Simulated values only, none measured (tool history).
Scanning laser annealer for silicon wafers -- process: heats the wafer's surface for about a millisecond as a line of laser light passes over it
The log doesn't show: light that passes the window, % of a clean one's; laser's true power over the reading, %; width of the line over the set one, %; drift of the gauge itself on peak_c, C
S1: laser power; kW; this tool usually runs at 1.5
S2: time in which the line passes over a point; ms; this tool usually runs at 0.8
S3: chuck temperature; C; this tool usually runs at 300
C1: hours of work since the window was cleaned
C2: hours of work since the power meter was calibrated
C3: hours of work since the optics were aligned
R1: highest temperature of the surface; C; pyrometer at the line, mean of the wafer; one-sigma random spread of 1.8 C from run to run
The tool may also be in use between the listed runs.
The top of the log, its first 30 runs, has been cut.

run 31 hour=694.7 | S1=1.553 S2=0.733 S3=292 | C1=291 C2=506 C3=49 | R1=1032
-- hour=718.9 optics aligned, line set to its width, once more
run 32 hour=721.3 | S1=1.296 S2=0.59 S3=292 | C1=306 C2=522 C3=2 | R1=854
run 33 hour=736.9 | S1=1.296 S2=0.59 S3=292 | C1=317 C2=533 C3=13 | R1=854
run 34 hour=751.8 | S1=1.464 S2=0.59 S3=304 | C1=328 C2=543 C3=23 | R1=939
run 35 hour=769.3 | S1=1.328 S2=0.719 S3=300 | C1=340 C2=556 C3=36 | R1=931
run 36 hour=784.5 | S1=1.31 S2=0.837 S3=316 | C1=351 C2=566 C3=46 | R1=996
run 37 hour=811.2 | S1=1.639 S2=0.911 S3=300 | C1=370 C2=585 C3=65 | R1=1182
run 38 hour=836.4 | S1=1.5 S2=0.825 S3=270 | C1=387 C2=603 C3=83 | R1=1038
run 39 hour=860.5 | S1=1.5 S2=0.631 S3=270 | C1=404 C2=620 C3=100 | R1=940
run 40 hour=890.8 | S1=1.5 S2=0.913 S3=300 | C1=426 C2=641 C3=121 | R1=1107

Alternative continuations, all from the tool just after run 40; predict every row:
run A hour=907.4 | S1=1.438 S2=0.789 S3=293 | C1=437 C2=653 C3=133 | R1=?
run B hour=907.4 | S1=1.376 S2=0.916 S3=325 | C1=437 C2=653 C3=133 | R1=?
run C hour=907.4 | S1=1.277 S2=0.776 S3=315 | C1=437 C2=653 C3=133 | R1=?
run D hour=907.4 | S1=1.475 S2=0.733 S3=330 | C1=437 C2=653 C3=133 | R1=?
run E hour=907.4 | S1=1.5 S2=0.904 S3=300 | C1=437 C2=653 C3=133 | R1=?

run=A R1=1012
run=B R1=1069
run=C R1=948
run=D R1=1041
run=E R1=1102
Without the tool's hidden state the same runs would have given:
run=A R1=1033
run=B R1=1090
run=C R1=966
run=D R1=1061
run=E R1=1124
